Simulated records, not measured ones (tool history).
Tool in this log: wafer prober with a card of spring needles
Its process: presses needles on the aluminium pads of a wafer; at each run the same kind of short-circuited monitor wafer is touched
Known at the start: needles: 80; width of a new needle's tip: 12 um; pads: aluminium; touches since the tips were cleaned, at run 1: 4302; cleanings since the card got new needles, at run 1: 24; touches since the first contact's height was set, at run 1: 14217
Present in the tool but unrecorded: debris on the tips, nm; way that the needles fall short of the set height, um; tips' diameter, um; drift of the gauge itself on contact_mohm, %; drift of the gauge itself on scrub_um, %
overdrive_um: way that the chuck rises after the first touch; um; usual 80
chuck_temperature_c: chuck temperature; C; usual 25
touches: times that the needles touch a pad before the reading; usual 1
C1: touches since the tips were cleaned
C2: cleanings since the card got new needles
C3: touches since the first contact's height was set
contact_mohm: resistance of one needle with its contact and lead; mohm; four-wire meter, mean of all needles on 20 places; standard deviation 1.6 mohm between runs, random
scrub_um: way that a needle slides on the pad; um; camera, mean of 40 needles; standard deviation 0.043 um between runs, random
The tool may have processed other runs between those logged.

{"run": 1, "hour": 0.0, "overdrive_um": 80, "chuck_temperature_c": 25, "touches": 1, "C1": 4302, "C2": 24, "C3": 14217, "contact_mohm": 167, "scrub_um": 16.71}
{"hour": 5.2, "done": "tips cleaned on abrasive film"}
{"hour": 20.2, "done": "tips cleaned on abrasive film"}
{"run": 2, "hour": 20.5, "overdrive_um": 80, "chuck_temperature_c": 25, "touches": 1, "C1": 165, "C2": 26, "C3": 23398, "contact_mohm": 157, "scrub_um": 16.69}
{"run": 3, "hour": 32.5, "overdrive_um": 80, "chuck_temperature_c": 25, "touches": 1, "C1": 5567, "C2": 26, "C3": 28800, "contact_mohm": 169, "scrub_um": 16.74}
{"hour": 36.7, "done": "tips cleaned on abrasive film"}
{"hour": 52.4, "done": "tips cleaned on abrasive film"}
{"run": 4, "hour": 54.1, "overdrive_um": 80, "chuck_temperature_c": 25, "touches": 1, "C1": 783, "C2": 28, "C3": 38448, "contact_mohm": 155, "scrub_um": 16.71}
{"hour": 67.5, "done": "tips cleaned on abrasive film"}
{"run": 5, "hour": 79.1, "overdrive_um": 80, "chuck_temperature_c": 25, "touches": 1, "C1": 5244, "C2": 29, "C3": 49689, "contact_mohm": 166, "scrub_um": 16.76}
{"hour": 83.9, "done": "tips cleaned on abrasive film"}
{"hour": 99.9, "done": "tips cleaned on abrasive film"}
{"run": 6, "hour": 102.7, "overdrive_um": 80, "chuck_temperature_c": 25, "touches": 1, "C1": 1275, "C2": 31, "C3": 60255, "contact_mohm": 161, "scrub_um": 16.57}
{"hour": 114.8, "done": "tips cleaned on abrasive film"}
{"run": 7, "hour": 117.6, "overdrive_um": 80, "chuck_temperature_c": 25, "touches": 1, "C1": 1273, "C2": 32, "C3": 66941, "contact_mohm": 158, "scrub_um": 16.63}
{"hour": 131.2, "done": "tips cleaned on abrasive film"}
{"hour": 146.3, "done": "tips cleaned on abrasive film"}
{"run": 8, "hour": 146.3, "overdrive_um": 80, "chuck_temperature_c": 25, "touches": 1, "C1": 0, "C2": 34, "C3": 79791, "contact_mohm": 153, "scrub_um": 16.57}
{"hour": 162.1, "done": "tips cleaned on abrasive film"}
{"run": 9, "hour": 174.8, "overdrive_um": 80, "chuck_temperature_c": 25, "touches": 1, "C1": 5713, "C2": 35, "C3": 92610, "contact_mohm": 167, "scrub_um": 16.52}
{"hour": 177.4, "done": "tips cleaned on abrasive film"}
{"run": 10, "hour": 187.2, "overdrive_um": 80, "chuck_temperature_c": 25, "touches": 1, "C1": 4402, "C2": 36, "C3": 98163, "contact_mohm": 164, "scrub_um": 16.47}
{"hour": 192.2, "done": "tips cleaned on abrasive film"}
{"hour": 207.0, "done": "tips cleaned on abrasive film"}
{"run": 11, "hour": 207.8, "overdrive_um": 80, "chuck_temperature_c": 25, "touches": 1, "C1": 353, "C2": 38, "C3": 107375, "contact_mohm": 157, "scrub_um": 16.41}
{"hour": 223.1, "done": "tips cleaned on abrasive film"}
{"run": 12, "hour": 224.7, "overdrive_um": 80, "chuck_temperature_c": 25, "touches": 1, "C1": 743, "C2": 39, "C3": 114959, "contact_mohm": 160, "scrub_um": 16.48}
{"run": 13, "hour": 236.7, "overdrive_um": 80, "chuck_temperature_c": 28, "touches": 1, "C1": 6150, "C2": 39, "C3": 120366, "contact_mohm": 168, "scrub_um": 16.46}
{"hour": 238.9, "done": "tips cleaned on abrasive film"}
{"run": 14, "hour": 250.0, "overdrive_um": 80, "chuck_temperature_c": 28, "touches": 1, "C1": 5033, "C2": 40, "C3": 126333, "contact_mohm": 170, "scrub_um": 16.49}
{"hour": 253.8, "done": "tips cleaned on abrasive film"}
{"run": 15, "hour": 261.8, "overdrive_um": 78, "chuck_temperature_c": 42, "touches": 2, "C1": 3650, "C2": 41, "C3": 131625, "contact_mohm": 167, "scrub_um": 15.97}
{"hour": 269.1, "done": "tips cleaned on abrasive film"}
{"hour": 284.5, "done": "tips cleaned on abrasive film"}
{"run": 16, "hour": 288.1, "overdrive_um": 76, "chuck_temperature_c": 42, "touches": 1, "C1": 1595, "C2": 43, "C3": 143376, "contact_mohm": 162, "scrub_um": 15.44}
{"hour": 300.8, "done": "tips cleaned on abrasive film"}
{"run": 17, "hour": 303.3, "overdrive_um": 83, "chuck_temperature_c": 47, "touches": 3, "C1": 1132, "C2": 44, "C3": 150209, "contact_mohm": 158, "scrub_um": 17.01}
{"hour": 316.1, "done": "tips cleaned on abrasive film"}
{"run": 18, "hour": 319.0, "overdrive_um": 83, "chuck_temperature_c": 47, "touches": 3, "C1": 1306, "C2": 45, "C3": 157229, "contact_mohm": 160, "scrub_um": 16.95}
{"hour": 330.9, "done": "tips cleaned on abrasive film"}
{"run": 19, "hour": 335.4, "overdrive_um": 83, "chuck_temperature_c": 54, "touches": 2, "C1": 2016, "C2": 46, "C3": 164589, "contact_mohm": 160, "scrub_um": 16.91}
{"hour": 346.5, "done": "tips cleaned on abrasive film"}
{"hour": 351.0, "done": "height of the first contact set anew"}
{"run": 20, "hour": 352.2, "overdrive_um": 80, "chuck_temperature_c": 45, "touches": 3, "C1": 2452, "C2": 47, "C3": 558, "contact_mohm": 159, "scrub_um": 16.8}
{"hour": 361.7, "done": "tips cleaned on abrasive film"}
{"hour": 378.1, "done": "tips cleaned on abrasive film"}
{"run": 21, "hour": 379.9, "overdrive_um": 63, "chuck_temperature_c": 64, "touches": 2, "C1": 800, "C2": 49, "C3": 12961, "contact_mohm": 163, "scrub_um": 13.16}
{"hour": 393.2, "done": "tips cleaned on abrasive film"}
{"run": 22, "hour": 405.2, "overdrive_um": 80, "chuck_temperature_c": 36, "touches": 2, "C1": 5413, "C2": 50, "C3": 24337, "contact_mohm": 167, "scrub_um": 16.72}
{"hour": 408.2, "done": "tips cleaned on abrasive film"}
{"run": 23, "hour": 418.6, "overdrive_um": 80, "chuck_temperature_c": 36, "touches": 2, "C1": 4707, "C2": 51, "C3": 30349, "contact_mohm": 162, "scrub_um": 16.69}
{"hour": 423.3, "done": "tips cleaned on abrasive film"}
{"hour": 438.8, "done": "tips cleaned on abrasive film"}
{"run": 24, "hour": 446.6, "overdrive_um": 80, "chuck_temperature_c": 36, "touches": 2, "C1": 3521, "C2": 53, "C3": 42884, "contact_mohm": 160, "scrub_um": 16.62}
{"hour": 454.5, "done": "tips cleaned on abrasive film"}
{"run": 25, "hour": 461.7, "overdrive_um": 80, "chuck_temperature_c": 36, "touches": 2, "C1": 3230, "C2": 54, "C3": 49647, "contact_mohm": 163, "scrub_um": 16.64}
{"hour": 470.5, "done": "tips cleaned on abrasive film"}
{"run": 26, "hour": 475.6, "overdrive_um": 63, "chuck_temperature_c": 30, "touches": 2, "C1": 2272, "C2": 55, "C3": 55864, "contact_mohm": 159, "scrub_um": 13.11}

Each row is a separate what-if for the run after 26, all from the same tool condition, not one after another. Results?
{"hour": 487.8, "done": "tips cleaned on abrasive film"}
{"run": "A", "hour": 493.6, "overdrive_um": 80, "chuck_temperature_c": 25, "touches": 2, "C1": 2617, "C2": 56, "C3": 63963, "contact_mohm": "?", "scrub_um": "?"}
{"hour": 487.8, "done": "tips cleaned on abrasive film"}
{"run": "B", "hour": 493.6, "overdrive_um": 94, "chuck_temperature_c": 31, "touches": 1, "C1": 2617, "C2": 56, "C3": 63963, "contact_mohm": "?", "scrub_um": "?"}
{"hour": 487.8, "done": "tips cleaned on abrasive film"}
{"run": "C", "hour": 493.6, "overdrive_um": 87, "chuck_temperature_c": 30, "touches": 3, "C1": 2617, "C2": 56, "C3": 63963, "contact_mohm": "?", "scrub_um": "?"}

run=A contact_mohm=159 scrub_um=16.68
run=B contact_mohm=161 scrub_um=19.68
run=C contact_mohm=158 scrub_um=18.04
Without the tool's hidden state the same runs would have given:
run=A contact_mohm=153 scrub_um=16.88
run=B contact_mohm=151 scrub_um=19.88
run=C contact_mohm=155 scrub_um=18.24

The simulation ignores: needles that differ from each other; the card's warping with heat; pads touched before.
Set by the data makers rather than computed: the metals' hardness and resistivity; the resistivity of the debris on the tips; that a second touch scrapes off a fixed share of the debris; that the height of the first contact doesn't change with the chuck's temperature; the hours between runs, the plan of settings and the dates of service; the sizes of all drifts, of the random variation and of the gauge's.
